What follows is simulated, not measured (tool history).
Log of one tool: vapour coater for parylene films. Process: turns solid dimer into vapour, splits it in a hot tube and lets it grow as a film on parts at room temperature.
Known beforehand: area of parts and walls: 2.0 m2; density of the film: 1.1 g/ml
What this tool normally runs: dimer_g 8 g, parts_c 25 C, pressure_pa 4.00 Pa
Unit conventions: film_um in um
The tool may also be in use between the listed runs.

run	hour	dimer_g	parts_c	pressure_pa	film_um
1	0.0	8	25	4.00	2.88
2	17.9	8	25	4.00	2.86
3	34.5	8	25	4.00	2.81
4	51.0	8	25	4.00	2.90
5	85.1	8	25	4.95	2.61
6	106.1	5	25	4.95	1.66
7	130.1	8	25	5.37	2.65
8	145.2	8	25	4.15	2.74
9	171.0	8	25	4.15	2.71
10	188.2	8	25	4.15	2.69
11	214.4	8	25	4.15	2.68
12	234.4	8	25	4.15	2.74
13	268.2	8	25	4.15	2.65
14	286.1	8	25	4.15	2.69
15	316.1	7	25	4.00	2.31
16	346.9	7	25	4.00	2.30
17	376.5	8	25	4.00	2.62
18	398.2	8	25	4.00	2.57
19	419.5	8	25	4.00	2.55
20	445.8	8	25	4.00	2.54
21	465.5	8	25	4.00	2.57
22	488.1	8	25	4.00	2.53
23	511.7	8	25	3.37	2.60
24	532.7	8	32	3.38	2.14
# hour 538.9: trap's valve overhauled
25	565.7	8	32	3.38	2.49
26	596.5	8	31	4.00	2.44
27	624.7	11	23	2.44	4.60
28	644.6	4	26	4.00	1.43
29	675.4	4	30	4.00	1.23
30	697.7	4	28	2.56	1.43
31	715.9	13	28	3.25	4.27
32	746.9	8	25	10.03	2.37
33	778.8	6	36	5.99	1.40
34	792.7	6	36	5.99	1.40
35	807.2	4	20	6.00	1.44
36	828.0	13	19	4.00	5.26
37	859.7	7	29	6.61	1.95
38	891.6	8	27	2.62	2.82
39	910.6	13	33	2.56	3.78

3 ways to go on from here, each from the tool as it stands after run 39. What would each give?
A	940.5	5	20	2.42	?
B	940.5	8	25	3.76	?
C	940.5	8	29	2.14	?

run	film_um
A	2.00
B	2.73
C	2.68
Stripped of hidden state, with their random variation kept, the same runs would have yielded:
run	film_um
A	2.20
B	2.98
C	2.92
